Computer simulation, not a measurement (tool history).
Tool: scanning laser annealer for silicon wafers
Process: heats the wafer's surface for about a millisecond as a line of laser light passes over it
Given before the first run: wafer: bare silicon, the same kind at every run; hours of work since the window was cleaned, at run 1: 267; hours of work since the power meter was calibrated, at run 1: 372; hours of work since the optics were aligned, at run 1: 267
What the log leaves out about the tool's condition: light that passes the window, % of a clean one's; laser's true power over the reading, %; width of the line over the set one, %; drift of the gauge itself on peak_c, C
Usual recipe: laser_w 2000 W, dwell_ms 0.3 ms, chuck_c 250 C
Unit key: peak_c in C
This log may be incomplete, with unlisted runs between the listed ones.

run   hour  laser_w  dwell_ms  chuck_c  hours of work since the window was cleaned  hours of work since the power meter was calibrated  hours of work since the optics were aligned  peak_c
  1      0     2000       0.3      250                                         267                                                 372                                          267     973
  2   47.5     2000      0.26      250                                         295                                                 400                                          295     922
  3   81.2     2000      0.26      250                                         315                                                 420                                          315     917
  4  113.7     2000       0.3      276                                         334                                                 439                                          334     994
  5  148.3     2000     0.289      250                                         354                                                 459                                          354     954
  6  177.8     2000     0.289      250                                         372                                                 476                                          372     950
  7    201     2000       0.3      250                                         385                                                 490                                          385     966
  8    235     2000       0.3      250                                         405                                                 510                                          405     965
  9  269.3     2183       0.3      250                                         425                                                 530                                          425    1041
 10  308.1     2014     0.215      220                                         448                                                 553                                          448     825
 11  344.5     1850      0.36      278                                         469                                                 574                                          469     997
 12  391.4     1963     0.295      225                                         497                                                 601                                          497     915
 13  430.4     1963     0.295      246                                         519                                                 624                                          519     934
 14  452.1     2157     0.305      250                                         532                                                 637                                          532    1025
 15  503.3     2095     0.376      250                                         562                                                 667                                          562    1086
 16  540.3     2095     0.299      287                                         584                                                 689                                          584    1024
 17  564.7     2095     0.336      256                                         598                                                 703                                          598    1044
     576.8  -- window over the wafer cleaned
 18  617.2     2095     0.336      256                                          24                                                 733                                          628    1075

What differs in the tool's unlogged condition from the final listed run ahead of each entry between runs to the first listed run following it?
Logged between run 17 and run 18: window over the wafer cleaned (hour 576.8)
  light that passes the window, % of a clean one's: 95.77 -> 99.58; laser's true power over the reading, %: 0.15 -> 0.16; width of the line over the set one, %: 2.16 -> 2.25
  measured less the result without the state, peak_c: -48 -> -14 C

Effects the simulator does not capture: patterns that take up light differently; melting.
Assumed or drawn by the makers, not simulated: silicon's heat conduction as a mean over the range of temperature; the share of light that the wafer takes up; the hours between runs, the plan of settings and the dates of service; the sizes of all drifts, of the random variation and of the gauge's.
